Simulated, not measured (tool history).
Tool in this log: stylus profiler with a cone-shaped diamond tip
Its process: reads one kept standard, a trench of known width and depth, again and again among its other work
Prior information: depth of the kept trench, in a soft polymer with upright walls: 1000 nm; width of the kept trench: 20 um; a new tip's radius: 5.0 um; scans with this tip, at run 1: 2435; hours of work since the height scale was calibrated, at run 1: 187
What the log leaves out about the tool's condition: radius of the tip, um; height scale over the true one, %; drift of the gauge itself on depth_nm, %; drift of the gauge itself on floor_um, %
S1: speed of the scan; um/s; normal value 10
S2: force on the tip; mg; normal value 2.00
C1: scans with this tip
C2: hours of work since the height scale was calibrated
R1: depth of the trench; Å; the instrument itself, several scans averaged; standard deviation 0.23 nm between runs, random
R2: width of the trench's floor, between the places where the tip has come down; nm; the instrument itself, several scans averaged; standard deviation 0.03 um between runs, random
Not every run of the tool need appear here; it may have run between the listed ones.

{"run": 1, "hour": 0.0, "S1": 10, "S2": 2.0, "C1": 2435, "C2": 187, "R1": 10086.0, "R2": 13950}
{"run": 2, "hour": 12.4, "S1": 10, "S2": 2.0, "C1": 2501, "C2": 192, "R1": 10089.0, "R2": 13920}
{"run": 3, "hour": 22.4, "S1": 10, "S2": 2.0, "C1": 2554, "C2": 196, "R1": 10088.4, "R2": 13890}
{"run": 4, "hour": 38.5, "S1": 10, "S2": 2.0, "C1": 2639, "C2": 203, "R1": 10085.1, "R2": 13960}
{"run": 5, "hour": 50.5, "S1": 10, "S2": 2.0, "C1": 2702, "C2": 208, "R1": 10084.4, "R2": 13940}
{"run": 6, "hour": 68.3, "S1": 10, "S2": 2.0, "C1": 2796, "C2": 215, "R1": 10085.0, "R2": 13890}
{"run": 7, "hour": 84.1, "S1": 10, "S2": 1.43, "C1": 2879, "C2": 221, "R1": 10069.4, "R2": 13880}
{"run": 8, "hour": 102.2, "S1": 10, "S2": 4.61, "C1": 2975, "C2": 229, "R1": 10148.8, "R2": 13920}
{"run": 9, "hour": 111.5, "S1": 10, "S2": 0.83, "C1": 3024, "C2": 232, "R1": 10050.0, "R2": 13910}
{"run": 10, "hour": 122.3, "S1": 4, "S2": 0.83, "C1": 3081, "C2": 237, "R1": 10045.9, "R2": 13940}
{"run": 11, "hour": 140.6, "S1": 4, "S2": 0.83, "C1": 3177, "C2": 244, "R1": 10049.8, "R2": 14010}
{"run": 12, "hour": 151.5, "S1": 4, "S2": 0.83, "C1": 3235, "C2": 249, "R1": 10042.5, "R2": 13940}
{"run": 13, "hour": 160.2, "S1": 10, "S2": 5.47, "C1": 3281, "C2": 252, "R1": 10171.0, "R2": 14010}
{"run": 14, "hour": 177.3, "S1": 10, "S2": 5.47, "C1": 3371, "C2": 259, "R1": 10169.5, "R2": 13970}
{"run": 15, "hour": 191.4, "S1": 10, "S2": 5.47, "C1": 3446, "C2": 265, "R1": 10167.5, "R2": 13960}
{"run": 16, "hour": 207.7, "S1": 10, "S2": 2.0, "C1": 3532, "C2": 272, "R1": 10087.2, "R2": 13930}
{"run": 17, "hour": 215.6, "S1": 10, "S2": 2.0, "C1": 3573, "C2": 275, "R1": 10086.9, "R2": 13980}
{"run": 18, "hour": 223.6, "S1": 10, "S2": 1.22, "C1": 3616, "C2": 278, "R1": 10061.6, "R2": 13920}
{"run": 19, "hour": 240.7, "S1": 10, "S2": 1.22, "C1": 3706, "C2": 285, "R1": 10063.4, "R2": 13890}
{"run": 20, "hour": 252.1, "S1": 3, "S2": 3.8, "C1": 3766, "C2": 289, "R1": 10131.3, "R2": 13980}
{"run": 21, "hour": 263.4, "S1": 7, "S2": 2.05, "C1": 3826, "C2": 294, "R1": 10087.3, "R2": 13930}
{"run": 22, "hour": 280.4, "S1": 38, "S2": 1.84, "C1": 3916, "C2": 301, "R1": 10083.0, "R2": 13730}
{"run": 23, "hour": 295.2, "S1": 17, "S2": 4.34, "C1": 3994, "C2": 307, "R1": 10145.9, "R2": 13920}
{"run": 24, "hour": 305.0, "S1": 16, "S2": 4.38, "C1": 4045, "C2": 311, "R1": 10149.1, "R2": 13960}
{"run": 25, "hour": 320.5, "S1": 7, "S2": 4.38, "C1": 4127, "C2": 317, "R1": 10147.8, "R2": 13920}
{"run": 26, "hour": 337.8, "S1": 29, "S2": 1.79, "C1": 4218, "C2": 324, "R1": 10081.4, "R2": 13800}
{"run": 27, "hour": 349.0, "S1": 14, "S2": 2.41, "C1": 4278, "C2": 329, "R1": 10098.7, "R2": 13900}
{"run": 28, "hour": 365.5, "S1": 11, "S2": 1.55, "C1": 4365, "C2": 336, "R1": 10071.9, "R2": 13900}
{"run": 29, "hour": 378.0, "S1": 4, "S2": 2.54, "C1": 4430, "C2": 341, "R1": 10101.1, "R2": 13980}
{"run": 30, "hour": 385.8, "S1": 4, "S2": 2.54, "C1": 4472, "C2": 344, "R1": 10103.8, "R2": 13990}
{"run": 31, "hour": 400.7, "S1": 4, "S2": 2.54, "C1": 4550, "C2": 350, "R1": 10104.0, "R2": 13990}
{"run": 32, "hour": 413.4, "S1": 31, "S2": 0.9, "C1": 4618, "C2": 355, "R1": 10052.5, "R2": 13740}
{"run": 33, "hour": 431.8, "S1": 31, "S2": 0.9, "C1": 4715, "C2": 362, "R1": 10050.8, "R2": 13680}
{"run": 34, "hour": 443.9, "S1": 6, "S2": 2.0, "C1": 4778, "C2": 367, "R1": 10085.6, "R2": 13950}
{"run": 35, "hour": 459.9, "S1": 6, "S2": 2.0, "C1": 4863, "C2": 374, "R1": 10084.4, "R2": 13940}
{"run": 36, "hour": 475.2, "S1": 3, "S2": 5.57, "C1": 4944, "C2": 380, "R1": 10173.3, "R2": 14000}
{"run": 37, "hour": 484.9, "S1": 6, "S2": 0.9, "C1": 4995, "C2": 384, "R1": 10051.0, "R2": 13910}

5 ways to go on from here, each from the tool as it stands after run 37. What would each give?
{"run": "A", "hour": 501.0, "S1": 37, "S2": 4.67, "C1": 5080, "C2": 390, "R1": "?", "R2": "?"}
{"run": "B", "hour": 501.0, "S1": 6, "S2": 1.01, "C1": 5080, "C2": 390, "R1": "?", "R2": "?"}
{"run": "C", "hour": 501.0, "S1": 8, "S2": 3.33, "C1": 5080, "C2": 390, "R1": "?", "R2": "?"}
{"run": "D", "hour": 501.0, "S1": 9, "S2": 4.66, "C1": 5080, "C2": 390, "R1": "?", "R2": "?"}
{"run": "E", "hour": 501.0, "S1": 24, "S2": 4.94, "C1": 5080, "C2": 390, "R1": "?", "R2": "?"}

run=A R1=10151.4 R2=13780
run=B R1=10053.1 R2=13910
run=C R1=10120.7 R2=13940
run=D R1=10150.3 R2=13940
run=E R1=10157.8 R2=13920
Without the tool's unlogged condition, the same runs would have read:
run=A R1=10151.3 R2=13790
run=B R1=10053.0 R2=13920
run=C R1=10120.6 R2=13940
run=D R1=10150.2 R2=13950
run=E R1=10157.8 R2=13920
